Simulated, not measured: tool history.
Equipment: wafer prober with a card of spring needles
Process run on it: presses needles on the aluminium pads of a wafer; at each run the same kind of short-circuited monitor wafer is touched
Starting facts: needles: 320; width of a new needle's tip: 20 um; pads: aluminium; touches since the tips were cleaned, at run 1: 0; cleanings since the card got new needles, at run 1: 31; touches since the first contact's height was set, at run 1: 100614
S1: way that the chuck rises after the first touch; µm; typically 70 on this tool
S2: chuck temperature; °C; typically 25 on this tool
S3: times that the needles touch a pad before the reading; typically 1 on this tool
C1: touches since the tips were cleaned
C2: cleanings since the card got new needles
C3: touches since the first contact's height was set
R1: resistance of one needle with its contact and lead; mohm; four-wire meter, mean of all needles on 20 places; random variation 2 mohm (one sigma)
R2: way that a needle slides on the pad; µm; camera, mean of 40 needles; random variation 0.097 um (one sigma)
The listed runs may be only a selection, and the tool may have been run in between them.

run,hour,S1,S2,S3,C1,C2,C3,R1,R2
1,0.0,70,25,1,0,31,100614,229,17.69
# hour 17.7: tips cleaned on abrasive film
2,27.2,70,25,1,1704,32,105460,249,17.39
# hour 34.4: tips cleaned on abrasive film
3,41.8,70,25,1,1327,33,108046,235,17.40
# hour 52.9: tips cleaned on abrasive film
4,62.4,70,25,1,1693,34,111698,234,17.59
# hour 69.8: tips cleaned on abrasive film
5,80.0,70,43,1,1838,35,114833,241,17.29
# hour 85.9: tips cleaned on abrasive film
# hour 101.6: tips cleaned on abrasive film
6,103.2,70,43,1,287,37,118936,227,17.17
# hour 118.3: tips cleaned on abrasive film
# hour 134.9: tips cleaned on abrasive film
7,135.9,70,43,1,175,39,124732,229,17.30
# hour 143.9: tips cleaned on abrasive film, once more
8,157.1,70,25,2,2350,40,128495,229,17.14
# hour 160.2: tips cleaned on abrasive film
# hour 177.6: tips cleaned on abrasive film
9,183.4,70,25,2,1040,42,133167,228,17.16
# hour 194.7: tips cleaned on abrasive film
# hour 212.8: tips cleaned on abrasive film
10,216.2,70,25,2,614,44,138985,227,16.99
# hour 229.2: tips cleaned on abrasive film
# hour 245.5: tips cleaned on abrasive film
11,248.6,56,25,2,569,46,144735,236,13.29
# hour 263.5: tips cleaned on abrasive film
12,267.6,56,25,2,729,47,148100,234,13.31
# hour 273.6: height of the first contact set anew
# hour 279.3: tips cleaned on abrasive film
# hour 295.1: tips cleaned on abrasive film
13,298.0,56,25,2,519,49,4320,230,14.85
# hour 310.8: tips cleaned on abrasive film
14,313.8,56,25,1,550,50,7132,232,14.80
# hour 327.0: tips cleaned on abrasive film
15,336.3,56,25,1,1663,51,11120,240,14.85

Run 16, settings as shown, results not yet in. Your forecast:
# hour 344.9: tips cleaned on abrasive film
# hour 362.5: tips cleaned on abrasive film
16,366.0,70,37,1,637,53,16395,?,?

Run 16 came out at R1 234 mohm, R2 18.37 µm.
Without the tool's hidden state the same run would have given R1 228 mohm, R2 18.55 µm.
